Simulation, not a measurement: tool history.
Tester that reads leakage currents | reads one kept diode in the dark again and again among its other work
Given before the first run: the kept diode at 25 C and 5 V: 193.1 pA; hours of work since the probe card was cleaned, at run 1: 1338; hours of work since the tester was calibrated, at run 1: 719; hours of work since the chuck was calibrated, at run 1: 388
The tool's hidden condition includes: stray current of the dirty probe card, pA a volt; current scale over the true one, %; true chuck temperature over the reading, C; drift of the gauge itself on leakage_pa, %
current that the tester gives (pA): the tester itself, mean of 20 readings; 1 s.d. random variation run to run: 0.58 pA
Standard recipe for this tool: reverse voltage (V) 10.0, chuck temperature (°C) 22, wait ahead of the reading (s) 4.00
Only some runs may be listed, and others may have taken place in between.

run,day,reverse voltage (V),chuck temperature (°C),wait ahead of the reading (s),hours of work since the probe card was cleaned,hours of work since the tester was calibrated,hours of work since the chuck was calibrated,current that the tester gives (pA)
1,0.000,10.0,22,4.00,1338,719,388,203.23
2,3.396,10.0,22,4.00,1387,767,437,203.97
3,7.183,10.0,22,4.00,1441,821,491,203.50
4,9.429,10.0,22,4.00,1473,854,523,204.76
5,13.338,1.7,22,4.00,1529,909,579,107.86
6,18.692,1.7,22,4.00,1606,986,656,108.89
7,23.946,1.7,22,4.00,1681,1061,731,109.31
8,27.550,1.7,22,4.00,1732,1113,783,108.97
9,32.242,10.0,23,4.00,1799,1180,850,227.08
10,37.475,10.0,23,4.00,1874,1255,925,227.16
11,40.062,3.9,35,4.00,1911,1292,962,398.42
12,45.242,1.6,58,0.48,1986,1366,1036,1431.92
13,48.312,1.6,58,0.48,2029,1410,1080,1437.58
14,53.075,1.6,58,0.48,2098,1478,1148,1440.17
15,55.996,7.7,33,0.44,2139,1520,1190,443.96
16,60.508,2.7,33,0.44,2204,1585,1254,307.04
17,64.596,2.7,33,0.44,2262,1643,1313,308.34
18,68.929,2.5,20,3.65,2325,1705,1375,110.09

Consider 5 possible next runs. They are alternatives, not a sequence: every one starts from the tool as it was left by run 18. What does each give?
# day 73.629: chuck's temperature calibrated
A,73.733,1.8,59,2.37,2392,1773,1,?
# day 73.629: chuck's temperature calibrated
B,73.733,10.0,22,4.21,2392,1773,1,?
# day 73.629: chuck's temperature calibrated
C,73.733,3.3,26,2.09,2392,1773,1,?
# day 73.629: chuck's temperature calibrated
D,73.733,10.0,22,3.63,2392,1773,1,?
# day 73.629: chuck's temperature calibrated
E,73.733,15.1,27,7.79,2392,1773,1,?

run,current that the tester gives (pA)
A,1545.39
B,208.22
C,186.69
D,207.47
E,354.25
Without the tool's hidden state the same runs would have given:
run,current that the tester gives (pA)
A,1536.84
B,193.04
C,181.25
D,192.35
E,331.18
